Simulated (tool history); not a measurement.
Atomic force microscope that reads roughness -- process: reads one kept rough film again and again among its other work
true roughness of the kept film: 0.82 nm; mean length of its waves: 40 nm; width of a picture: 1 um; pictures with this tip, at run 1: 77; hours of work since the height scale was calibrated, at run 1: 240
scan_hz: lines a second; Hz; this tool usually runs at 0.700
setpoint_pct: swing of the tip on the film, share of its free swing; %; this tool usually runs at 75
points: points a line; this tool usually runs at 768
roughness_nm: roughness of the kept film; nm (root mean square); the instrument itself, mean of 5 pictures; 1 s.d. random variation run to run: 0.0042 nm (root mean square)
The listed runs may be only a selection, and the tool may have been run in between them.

run   hour  scan_hz  setpoint_pct  points  pictures with this tip  hours of work since the height scale was calibrated  roughness_nm
  1    0.0    0.700            75     768                      77                                                  240         0.746
      23.9  -- new tip fitted
  2   23.9    0.700            75     768                       0                                                  252         0.773
  3   45.8    0.700            75     768                      29                                                  263         0.762
  4   70.8    0.700            75     768                      63                                                  276         0.753
  5   91.4    0.700            75     768                      90                                                  287         0.741
     104.8  -- new tip fitted
  6  111.3    0.700            75     288                       9                                                  297         0.764
  7  137.1    0.700            75     374                      44                                                  311         0.764
  8  155.9    1.031            75     768                      69                                                  321         0.730
  9  174.5    1.031            75     448                      94                                                  331         0.727
     184.4  -- new tip fitted
 10  194.8    0.530            79     589                      14                                                  341         0.782
 11  209.6    0.700            67     768                      34                                                  349         0.776
 12  240.6    0.682            71     340                      76                                                  365         0.759
 13  261.2    0.682            71     340                     103                                                  376         0.746
     263.8  -- new tip fitted
 14  291.5    0.832            83     342                      37                                                  391         0.724
 15  305.4    0.691            57     477                      56                                                  399         0.777
 16  317.9    1.249            83     768                      73                                                  405         0.694

Consider 3 possible next runs. They are alternatives, not a sequence: every one starts from the tool as it was left by run 16. What does each give?
  A  331.0    1.725            75     366                      90                                                  412             ?
  B  331.0    1.320            59     445                      90                                                  412             ?
  C  331.0    1.542            89     604                      90                                                  412             ?

run  roughness_nm
  A         0.694
  B         0.758
  C         0.645
With no hidden state in the tool, these same runs would have given:
run  roughness_nm
  A         0.715
  B         0.781
  C         0.664

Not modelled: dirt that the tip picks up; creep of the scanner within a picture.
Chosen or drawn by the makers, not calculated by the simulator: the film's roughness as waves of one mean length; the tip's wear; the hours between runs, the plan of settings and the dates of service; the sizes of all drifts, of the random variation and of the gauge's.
